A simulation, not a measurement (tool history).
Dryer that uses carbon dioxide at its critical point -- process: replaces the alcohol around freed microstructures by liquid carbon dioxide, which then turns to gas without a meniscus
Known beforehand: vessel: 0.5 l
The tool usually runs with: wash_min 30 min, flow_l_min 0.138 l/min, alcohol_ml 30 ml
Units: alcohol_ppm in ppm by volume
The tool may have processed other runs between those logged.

run   hour  wash_min  flow_l_min  alcohol_ml  alcohol_ppm
  1      0        30       0.138          30          113
  2   15.4        30       0.138          30          123
  3   25.3        30       0.138          80          225
  4   39.8        30       0.138          80          238
  5   56.6        30       0.138          80          237
  6   64.4        30       0.138          21          100
  7   80.4        30       0.136          21          118
  8   91.7        30       0.138          21          102
  9    104        30       0.138          21          109
 10  114.4        30       0.138          30          135
 11  131.4        30       0.138          30          126
 12  145.3        30       0.138          30          133
 13  155.8        30       0.138          30          135
 14  167.8        22       0.138          30          492
 15  177.5        30       0.235          30           71
 16  194.7        30       0.138          30          145
 17  206.5        30       0.138          82          261
 18  215.8        30       0.138          82          265
 19  229.3        30       0.138          82          269
 20    245        30       0.138          82          271
 21  253.6        30       0.138          82          271

What will run 22 give?
 22  263.8        30       0.138          82            ?

alcohol_ppm: 275 ppm by volume
Had the tool carried no hidden state, the very same run would have given alcohol_ppm 141 ppm by volume.
